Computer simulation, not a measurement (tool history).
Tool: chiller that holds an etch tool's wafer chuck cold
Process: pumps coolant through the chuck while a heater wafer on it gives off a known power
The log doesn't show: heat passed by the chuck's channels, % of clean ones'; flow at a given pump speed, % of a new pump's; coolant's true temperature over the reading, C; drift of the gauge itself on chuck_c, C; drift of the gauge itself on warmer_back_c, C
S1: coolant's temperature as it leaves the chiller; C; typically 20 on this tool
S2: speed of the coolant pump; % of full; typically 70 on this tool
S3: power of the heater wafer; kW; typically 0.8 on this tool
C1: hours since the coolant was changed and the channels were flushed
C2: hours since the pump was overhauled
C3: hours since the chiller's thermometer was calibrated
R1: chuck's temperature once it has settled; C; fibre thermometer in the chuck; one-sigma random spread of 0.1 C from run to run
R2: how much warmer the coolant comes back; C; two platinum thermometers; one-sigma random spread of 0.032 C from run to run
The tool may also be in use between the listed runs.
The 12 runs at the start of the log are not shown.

{"run": 13, "hour": 406.1, "S1": 20, "S2": 70, "S3": 0.857, "C1": 4748, "C2": 2031, "C3": 2643, "R1": 27.5, "R2": 3.52}
{"run": 14, "hour": 447.7, "S1": 20, "S2": 70, "S3": 0.495, "C1": 4790, "C2": 2073, "C3": 2684, "R1": 24.3, "R2": 2.01}
{"run": 15, "hour": 487.2, "S1": 20, "S2": 70, "S3": 0.8, "C1": 4829, "C2": 2113, "C3": 2724, "R1": 27.1, "R2": 3.24}
{"run": 16, "hour": 530.2, "S1": 20, "S2": 75, "S3": 0.8, "C1": 4872, "C2": 2156, "C3": 2767, "R1": 26.4, "R2": 3}
{"run": 17, "hour": 553.1, "S1": 16, "S2": 97, "S3": 0.58, "C1": 4895, "C2": 2178, "C3": 2790, "R1": 19.9, "R2": 1.62}
{"run": 18, "hour": 576.8, "S1": 20, "S2": 70, "S3": 0.745, "C1": 4919, "C2": 2202, "C3": 2813, "R1": 26.4, "R2": 2.96}
{"run": 19, "hour": 608.7, "S1": 20, "S2": 70, "S3": 0.745, "C1": 4951, "C2": 2234, "C3": 2845, "R1": 26.6, "R2": 3}
{"run": 20, "hour": 650.8, "S1": 20, "S2": 70, "S3": 0.745, "C1": 4993, "C2": 2276, "C3": 2887, "R1": 26.6, "R2": 2.99}
{"run": 21, "hour": 697.6, "S1": 24, "S2": 74, "S3": 1.128, "C1": 5040, "C2": 2323, "C3": 2934, "R1": 33.2, "R2": 4.33}
{"run": 22, "hour": 730.2, "S1": 24, "S2": 74, "S3": 1.128, "C1": 5072, "C2": 2356, "C3": 2967, "R1": 33.6, "R2": 4.31}
{"run": 23, "hour": 771.0, "S1": 18, "S2": 86, "S3": 0.459, "C1": 5113, "C2": 2396, "C3": 3008, "R1": 21.4, "R2": 1.38}
{"run": 24, "hour": 813.5, "S1": 14, "S2": 62, "S3": 0.81, "C1": 5156, "C2": 2439, "C3": 3050, "R1": 21.8, "R2": 3.63}
{"run": 25, "hour": 860.1, "S1": 26, "S2": 68, "S3": 0.8, "C1": 5202, "C2": 2485, "C3": 3097, "R1": 33.2, "R2": 3.31}
{"run": 26, "hour": 880.6, "S1": 27, "S2": 61, "S3": 0.563, "C1": 5223, "C2": 2506, "C3": 3117, "R1": 32.5, "R2": 2.51}
{"run": 27, "hour": 902.2, "S1": 27, "S2": 61, "S3": 0.563, "C1": 5244, "C2": 2528, "C3": 3139, "R1": 32.4, "R2": 2.47}
{"run": 28, "hour": 925.5, "S1": 17, "S2": 61, "S3": 0.563, "C1": 5268, "C2": 2551, "C3": 3162, "R1": 22.5, "R2": 2.5}
{"run": 29, "hour": 956.2, "S1": 10, "S2": 70, "S3": 1.095, "C1": 5298, "C2": 2582, "C3": 3193, "R1": 19.7, "R2": 4.3}
{"run": 30, "hour": 1002.0, "S1": 10, "S2": 70, "S3": 0.532, "C1": 5344, "C2": 2627, "C3": 3239, "R1": 14.6, "R2": 1.97}
{"run": 31, "hour": 1033.4, "S1": 10, "S2": 70, "S3": 0.532, "C1": 5375, "C2": 2659, "C3": 3270, "R1": 14.7, "R2": 1.94}

3 ways to go on from here, each from the tool as it stands after run 31. What would each give?
{"hour": 1056.4, "done": "chiller's thermometer calibrated"}
{"run": "A", "hour": 1078.1, "S1": 25, "S2": 80, "S3": 0.515, "C1": 5419, "C2": 2702, "C3": 22, "R1": "?", "R2": "?"}
{"hour": 1056.4, "done": "chiller's thermometer calibrated"}
{"run": "B", "hour": 1078.1, "S1": 19, "S2": 63, "S3": 0.909, "C1": 5419, "C2": 2702, "C3": 22, "R1": "?", "R2": "?"}
{"hour": 1056.4, "done": "chiller's thermometer calibrated"}
{"run": "C", "hour": 1078.1, "S1": 15, "S2": 84, "S3": 0.791, "C1": 5419, "C2": 2702, "C3": 22, "R1": "?", "R2": "?"}

run=A R1=28.9 R2=1.69
run=B R1=27.8 R2=3.95
run=C R1=21.1 R2=2.49
Had the tool no hidden state, the same runs would have come out as:
run=A R1=28.9 R2=1.96
run=B R1=27.8 R2=4.22
run=C R1=21.1 R2=2.76
